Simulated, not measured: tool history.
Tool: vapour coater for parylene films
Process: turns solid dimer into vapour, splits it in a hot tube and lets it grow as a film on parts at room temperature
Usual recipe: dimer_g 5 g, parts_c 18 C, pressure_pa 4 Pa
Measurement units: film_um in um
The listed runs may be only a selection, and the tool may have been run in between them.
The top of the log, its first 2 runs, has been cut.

{"run": 3, "hour": 92.2, "dimer_g": 5, "parts_c": 18, "pressure_pa": 4.76, "film_um": 0.91}
{"hour": 134.9, "done": "trap's valve overhauled"}
{"run": 4, "hour": 139.4, "dimer_g": 8, "parts_c": 18, "pressure_pa": 4, "film_um": 1.69}
{"run": 5, "hour": 180.2, "dimer_g": 8, "parts_c": 18, "pressure_pa": 4, "film_um": 1.67}
{"run": 6, "hour": 203.8, "dimer_g": 8, "parts_c": 18, "pressure_pa": 4, "film_um": 1.7}
{"run": 7, "hour": 237.6, "dimer_g": 4, "parts_c": 18, "pressure_pa": 4, "film_um": 0.82}
{"run": 8, "hour": 264.5, "dimer_g": 4, "parts_c": 18, "pressure_pa": 4, "film_um": 0.82}
{"run": 9, "hour": 287.5, "dimer_g": 4, "parts_c": 18, "pressure_pa": 4, "film_um": 0.85}
{"run": 10, "hour": 325.7, "dimer_g": 4, "parts_c": 18, "pressure_pa": 4, "film_um": 0.82}
{"run": 11, "hour": 360.3, "dimer_g": 4, "parts_c": 18, "pressure_pa": 4, "film_um": 0.82}
{"run": 12, "hour": 406.7, "dimer_g": 4, "parts_c": 18, "pressure_pa": 4, "film_um": 0.8}
{"run": 13, "hour": 455.2, "dimer_g": 4, "parts_c": 18, "pressure_pa": 4, "film_um": 0.79}
{"run": 14, "hour": 504.2, "dimer_g": 4, "parts_c": 18, "pressure_pa": 4, "film_um": 0.82}
{"run": 15, "hour": 541.9, "dimer_g": 4, "parts_c": 18, "pressure_pa": 4, "film_um": 0.82}
{"run": 16, "hour": 575.4, "dimer_g": 4, "parts_c": 18, "pressure_pa": 4, "film_um": 0.79}
{"run": 17, "hour": 611.3, "dimer_g": 5, "parts_c": 24, "pressure_pa": 4, "film_um": 0.92}
{"hour": 615.3, "done": "table's thermometer calibrated"}
{"run": 18, "hour": 649.1, "dimer_g": 5, "parts_c": 18, "pressure_pa": 2.24, "film_um": 1.09}
{"run": 19, "hour": 694.9, "dimer_g": 5, "parts_c": 18, "pressure_pa": 2.24, "film_um": 1.07}
{"run": 20, "hour": 731.2, "dimer_g": 5, "parts_c": 18, "pressure_pa": 2.24, "film_um": 1.07}
{"hour": 739.1, "done": "table's thermometer calibrated, once more"}
{"run": 21, "hour": 766.1, "dimer_g": 5, "parts_c": 18, "pressure_pa": 2.24, "film_um": 1.1}
{"run": 22, "hour": 811.0, "dimer_g": 5, "parts_c": 18, "pressure_pa": 2.24, "film_um": 1.1}

Run 23 has not been measured yet. What should we expect?
{"run": 23, "hour": 831.9, "dimer_g": 4, "parts_c": 19, "pressure_pa": 4.16, "film_um": "?"}

{"run 23": {"film_um": 0.8}}
Minus the tool's unlogged condition, the same run would have read film_um 0.88 um.
